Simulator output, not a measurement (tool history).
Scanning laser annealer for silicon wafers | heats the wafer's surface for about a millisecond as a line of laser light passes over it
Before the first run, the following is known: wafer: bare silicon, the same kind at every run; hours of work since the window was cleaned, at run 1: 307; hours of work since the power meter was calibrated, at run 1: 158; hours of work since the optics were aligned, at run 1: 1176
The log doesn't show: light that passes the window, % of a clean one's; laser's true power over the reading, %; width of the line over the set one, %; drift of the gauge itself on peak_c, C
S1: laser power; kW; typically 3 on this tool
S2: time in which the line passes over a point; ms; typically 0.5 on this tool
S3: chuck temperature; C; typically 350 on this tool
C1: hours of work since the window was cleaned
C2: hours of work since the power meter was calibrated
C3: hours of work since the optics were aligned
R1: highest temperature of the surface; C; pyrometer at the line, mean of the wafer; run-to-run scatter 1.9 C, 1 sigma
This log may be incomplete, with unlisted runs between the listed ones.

{"run": 1, "hour": 0.0, "S1": 3, "S2": 0.5, "S3": 350, "C1": 307, "C2": 158, "C3": 1176, "R1": 1081}
{"run": 2, "hour": 12.7, "S1": 3, "S2": 0.5, "S3": 350, "C1": 315, "C2": 165, "C3": 1184, "R1": 1084}
{"run": 3, "hour": 19.5, "S1": 3, "S2": 0.5, "S3": 350, "C1": 319, "C2": 170, "C3": 1188, "R1": 1082}
{"run": 4, "hour": 35.7, "S1": 3, "S2": 0.5, "S3": 350, "C1": 329, "C2": 180, "C3": 1198, "R1": 1081}
{"run": 5, "hour": 52.0, "S1": 3, "S2": 0.455, "S3": 350, "C1": 339, "C2": 190, "C3": 1208, "R1": 1052}
{"run": 6, "hour": 67.9, "S1": 3, "S2": 0.364, "S3": 316, "C1": 349, "C2": 199, "C3": 1218, "R1": 947}
{"run": 7, "hour": 83.8, "S1": 2.644, "S2": 0.5, "S3": 357, "C1": 358, "C2": 209, "C3": 1228, "R1": 1001}
{"run": 8, "hour": 97.0, "S1": 2.644, "S2": 0.5, "S3": 357, "C1": 367, "C2": 217, "C3": 1236, "R1": 999}
{"run": 9, "hour": 107.3, "S1": 2.644, "S2": 0.5, "S3": 357, "C1": 373, "C2": 224, "C3": 1242, "R1": 1000}

Forecast run 10:
{"run": 10, "hour": 119.7, "S1": 3.144, "S2": 0.499, "S3": 360, "C1": 381, "C2": 231, "C3": 1250, "R1": "?"}

{"run 10": {"R1": 1120}}
Were there no unlogged condition in the tool, this run, its random variation unchanged, would have produced R1 1158 C.
